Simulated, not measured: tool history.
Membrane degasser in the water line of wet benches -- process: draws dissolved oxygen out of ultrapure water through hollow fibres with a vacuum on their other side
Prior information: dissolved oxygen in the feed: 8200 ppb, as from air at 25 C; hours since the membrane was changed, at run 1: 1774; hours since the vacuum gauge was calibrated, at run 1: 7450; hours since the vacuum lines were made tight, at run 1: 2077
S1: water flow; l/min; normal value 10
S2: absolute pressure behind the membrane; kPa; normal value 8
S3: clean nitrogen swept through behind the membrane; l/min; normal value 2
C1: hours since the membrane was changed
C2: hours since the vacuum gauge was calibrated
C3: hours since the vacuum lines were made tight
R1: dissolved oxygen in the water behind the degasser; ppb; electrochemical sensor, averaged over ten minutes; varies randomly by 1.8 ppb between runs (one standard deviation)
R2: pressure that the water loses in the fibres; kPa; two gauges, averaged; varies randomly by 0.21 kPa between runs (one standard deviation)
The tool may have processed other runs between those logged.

Run 1, hour 0: usual settings; C1 1774; C2 7450; C3 2077. Result: R1 185.9 ppb, R2 49.72 kPa.
Run 2, hour 51.8: usual settings; C1 1826; C2 7502; C3 2129. Result: R1 187 ppb, R2 49.86 kPa.
Run 3, hour 136.2: usual settings; C1 1911; C2 7586; C3 2213. Result: R1 183.6 ppb, R2 50.08 kPa.
Run 4, hour 181.2: usual settings but S1 13 l/min; C1 1956; C2 7631; C3 2258. Result: R1 307.1 ppb, R2 64.83 kPa.
Run 5, hour 276.1: usual settings but S3 3.19 l/min; C1 2050; C2 7726; C3 2353. Result: R1 164.6 ppb, R2 49.44 kPa.
Run 6, hour 324.2: usual settings; C1 2098; C2 7774; C3 2401. Result: R1 187 ppb, R2 49.74 kPa.
Run 7, hour 389.5: usual settings but S3 5.88 l/min; C1 2164; C2 7840; C3 2467. Result: R1 147.4 ppb, R2 49.66 kPa.
Run 8, hour 474.2: usual settings but S3 5.88 l/min; C1 2249; C2 7924; C3 2551. Result: R1 145.4 ppb, R2 49.88 kPa.
Run 9, hour 520.1: usual settings but S3 3.48 l/min; C1 2294; C2 7970; C3 2597. Result: R1 162.5 ppb, R2 49.96 kPa.
Run 10, hour 608.5: usual settings but S2 9.91 kPa; C1 2383; C2 8059; C3 2686. Result: R1 211.2 ppb, R2 49.94 kPa.
At hour 613.4: vacuum gauge calibrated.
Run 11, hour 687: usual settings but S1 7 l/min, S2 19.28 kPa, S3 1.94 l/min; C1 2461; C2 74; C3 2764. Result: R1 195.4 ppb, R2 35.02 kPa.
Run 12, hour 761.1: usual settings but S2 17.3 kPa, S3 2.67 l/min; C1 2535; C2 148; C3 2838. Result: R1 259.5 ppb, R2 50.28 kPa.
Run 13, hour 837.7: usual settings but S2 17.3 kPa, S3 1.94 l/min; C1 2612; C2 224; C3 2914. Result: R1 310.3 ppb, R2 50.08 kPa.
Run 14, hour 902.8: usual settings but S1 16 l/min, S2 17.88 kPa; C1 2677; C2 289; C3 2979. Result: R1 628.1 ppb, R2 79.82 kPa.
Run 15, hour 956.8: usual settings but S1 8 l/min, S2 5.24 kPa; C1 2731; C2 343; C3 3034. Result: R1 95.4 ppb, R2 40.06 kPa.
At hour 1017.7: vacuum gauge calibrated, once more.
Run 16, hour 1017.7: usual settings but S2 13.89 kPa; C1 2791; C2 0; C3 3094. Result: R1 250.3 ppb, R2 50.02 kPa.
Run 17, hour 1104.5: usual settings but S3 4.11 l/min; C1 2878; C2 87; C3 3181. Result: R1 157 ppb, R2 49.95 kPa.
Run 18, hour 1202.8: usual settings but S1 11 l/min, S2 15.37 kPa, S3 4.11 l/min; C1 2976; C2 185; C3 3279. Result: R1 240.1 ppb, R2 55.06 kPa.
Run 19, hour 1285.5: usual settings but S1 8 l/min, S2 4.99 kPa, S3 0.91 l/min; C1 3059; C2 268; C3 3362. Result: R1 108.5 ppb, R2 40.01 kPa.
Run 20, hour 1348.7: usual settings but S2 4.95 kPa, S3 1.42 l/min; C1 3122; C2 331; C3 3425. Result: R1 157.8 ppb, R2 49.89 kPa.

The logged runs with the hidden state left out (each run's random variation unchanged):
What the log doesn't record here: membrane still open, %; true pressure behind the membrane over the reading, kPa; air that leaks in behind the membrane, l/min; drift of the gauge itself on oxygen_ppb, %; drift of the gauge itself on loss_of_pressure_kpa, %.
run     R1     R2
  1  176.2  49.28
  2  177.1  49.42
  3  173.6   49.6
  4  292.9   64.2
  5  155.8  48.93
  6  176.1  49.22
  7  139.8  49.12
  8  137.7  49.32
  9  153.2  49.38
 10    199  49.35
 11  183.7  34.59
 12  245.2  49.65
 13  293.1  49.42
 14  600.5  78.75
 15   84.1  39.51
 16  241.3  49.32
 17  148.9  49.22
 18  229.5  54.24
 19  102.7  39.38
 20  148.9   49.1

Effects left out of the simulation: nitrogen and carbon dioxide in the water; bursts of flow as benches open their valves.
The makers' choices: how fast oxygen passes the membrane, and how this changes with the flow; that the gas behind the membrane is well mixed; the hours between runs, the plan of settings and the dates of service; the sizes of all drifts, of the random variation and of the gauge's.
